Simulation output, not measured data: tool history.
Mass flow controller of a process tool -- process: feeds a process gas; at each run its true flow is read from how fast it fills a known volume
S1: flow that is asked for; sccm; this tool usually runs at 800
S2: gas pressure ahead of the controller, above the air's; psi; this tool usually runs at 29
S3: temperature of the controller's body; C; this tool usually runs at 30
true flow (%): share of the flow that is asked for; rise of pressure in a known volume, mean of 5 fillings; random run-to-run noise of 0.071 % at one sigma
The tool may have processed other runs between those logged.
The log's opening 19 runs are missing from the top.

{"run": 20, "hour": 7990.6, "S1": 254, "S2": 23.1, "S3": 22, "true flow (%)": 100.68}
{"run": 21, "hour": 8479.6, "S1": 510, "S2": 23.1, "S3": 37, "true flow (%)": 102.26}
{"run": 22, "hour": 8942.7, "S1": 296, "S2": 30.3, "S3": 23, "true flow (%)": 100.71}
{"run": 23, "hour": 9278.0, "S1": 659, "S2": 22.5, "S3": 30, "true flow (%)": 102.3}
{"run": 24, "hour": 9798.5, "S1": 426, "S2": 24.1, "S3": 32, "true flow (%)": 102.19}
{"run": 25, "hour": 10201.8, "S1": 845, "S2": 29, "S3": 24, "true flow (%)": 102.23}
{"run": 26, "hour": 10607.0, "S1": 845, "S2": 23.8, "S3": 30, "true flow (%)": 103.04}
{"run": 27, "hour": 11190.7, "S1": 253, "S2": 29, "S3": 37, "true flow (%)": 102.4}
{"run": 28, "hour": 11478.0, "S1": 135, "S2": 30.9, "S3": 20, "true flow (%)": 100.83}
{"hour": 11720.6, "done": "gauge calibrated"}
{"run": 29, "hour": 12007.9, "S1": 281, "S2": 23.4, "S3": 34, "true flow (%)": 99.66}
{"run": 30, "hour": 12350.2, "S1": 281, "S2": 23.4, "S3": 34, "true flow (%)": 99.83}
{"run": 31, "hour": 12668.5, "S1": 903, "S2": 29, "S3": 38, "true flow (%)": 101.02}
{"run": 32, "hour": 12950.5, "S1": 903, "S2": 29, "S3": 38, "true flow (%)": 101.06}
{"run": 33, "hour": 13221.4, "S1": 288, "S2": 29, "S3": 36, "true flow (%)": 99.82}
{"run": 34, "hour": 13590.0, "S1": 288, "S2": 29, "S3": 36, "true flow (%)": 100}
{"hour": 13711.4, "done": "controller exchanged for a calibrated one"}
{"run": 35, "hour": 14152.5, "S1": 421, "S2": 21.8, "S3": 30, "true flow (%)": 100.19}
{"run": 36, "hour": 14434.7, "S1": 571, "S2": 39.9, "S3": 37, "true flow (%)": 100.49}
{"run": 37, "hour": 14841.9, "S1": 833, "S2": 32.2, "S3": 30, "true flow (%)": 100.67}
{"run": 38, "hour": 15184.6, "S1": 121, "S2": 39.6, "S3": 25, "true flow (%)": 98.89}

5 ways to go on from here, each from the tool as it stands after run 38. What would each give?
{"run": "A", "hour": 15711.6, "S1": 800, "S2": 29, "S3": 26, "true flow (%)": "?"}
{"run": "B", "hour": 15711.6, "S1": 174, "S2": 33.1, "S3": 30, "true flow (%)": "?"}
{"run": "C", "hour": 15711.6, "S1": 121, "S2": 39.6, "S3": 34, "true flow (%)": "?"}
{"run": "D", "hour": 15711.6, "S1": 140, "S2": 39.6, "S3": 25, "true flow (%)": "?"}
{"run": "E", "hour": 15711.6, "S1": 859, "S2": 29.2, "S3": 30, "true flow (%)": "?"}

run=A true_flow_(%)=100.69
run=B true_flow_(%)=99.65
run=C true_flow_(%)=99.79
run=D true_flow_(%)=99.12
run=E true_flow_(%)=101
Stripped of hidden state, with their random variation kept, the same runs would have yielded:
run=A true_flow_(%)=99.68
run=B true_flow_(%)=98.65
run=C true_flow_(%)=98.78
run=D true_flow_(%)=98.12
run=E true_flow_(%)=99.98
